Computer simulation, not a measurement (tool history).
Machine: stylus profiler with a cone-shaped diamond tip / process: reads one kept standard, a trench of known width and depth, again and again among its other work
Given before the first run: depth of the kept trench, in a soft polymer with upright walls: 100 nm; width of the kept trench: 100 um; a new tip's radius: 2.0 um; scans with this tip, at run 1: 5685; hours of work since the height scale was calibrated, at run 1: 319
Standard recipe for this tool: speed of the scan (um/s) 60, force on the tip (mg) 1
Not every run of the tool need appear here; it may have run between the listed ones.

run     day  speed of the scan (um/s)  force on the tip (mg)  scans with this tip  hours of work since the height scale was calibrated  depth of the trench (angstrom)  width of the trench's floor (µm)
  1       0                        60                      1                 5685                                                  319                          1008.1                             97.57
  2   0.821                        60                      1                 5752                                                  334                          1007.6                             97.67
  3   1.692                        60                      1                 5823                                                  349                          1006.8                             97.59
  4   2.988                        60                      1                 5929                                                  372                          1006.7                             97.58
  5   4.025                        60                      1                 6013                                                  390                          1007.1                             97.61
  6   5.675                        60                      1                 6148                                                  419                          1006.9                             97.57
  7   6.433                        60                      1                 6210                                                  433                          1006.3                             97.54
  8   7.954                        60                      1                 6334                                                  459                          1006.6                             97.59
  9     9.4                        60                      1                 6452                                                  485                          1006.8                             97.54
 10  10.692                        94                      1                 6557                                                  508                          1006.4                             97.26
 11  11.683                        94                      1                 6638                                                  525                          1006.5                             97.25
 12  12.488                       140                   1.24                 6704                                                  539                          1007.8                             96.98
 13  13.796                       140                   1.24                 6811                                                  563                          1007.4                             97.04
 14  14.571                       140                   1.24                 6874                                                  576                          1007.4                             97.02
 15      16                       140                   1.24                 6990                                                  601                          1007.3                             96.94
 16  17.071                        19                   1.24                 7078                                                  620                          1007.4                             97.85
 17  18.562                        31                   0.46                 7199                                                  647                          1002.4                             97.57
 18  19.854                        31                   0.46                 7305                                                  669                          1002.4                             97.58
 19  20.817                        31                   0.46                 7383                                                  686                          1002.2                             97.61

Predict each of these 5 candidate next runs independently; none follows another, all start after run 19:
  A  21.812                        97                   0.46                 7464                                                  704                               ?                                 ?
  B  21.812                        31                   2.92                 7464                                                  704                               ?                                 ?
  C  21.812                        30                   0.82                 7464                                                  704                               ?                                 ?
  D  21.812                       130                      1                 7464                                                  704                               ?                                 ?
  E  21.812                        43                   0.69                 7464                                                  704                               ?                                 ?

run  depth of the trench (angstrom)  width of the trench's floor (µm)
  A                          1002.1                             96.85
  B                          1014.9                             97.83
  C                          1004.6                             97.66
  D                          1005.9                             96.91
  E                          1003.4                             97.48
Had the tool no hidden state, the same runs would have come out as:
run  depth of the trench (angstrom)  width of the trench's floor (µm)
  A                            1005                             97.66
  B                          1017.9                             98.64
  C                          1007.5                             98.47
  D                          1008.8                             97.72
  E                          1006.4                             98.29

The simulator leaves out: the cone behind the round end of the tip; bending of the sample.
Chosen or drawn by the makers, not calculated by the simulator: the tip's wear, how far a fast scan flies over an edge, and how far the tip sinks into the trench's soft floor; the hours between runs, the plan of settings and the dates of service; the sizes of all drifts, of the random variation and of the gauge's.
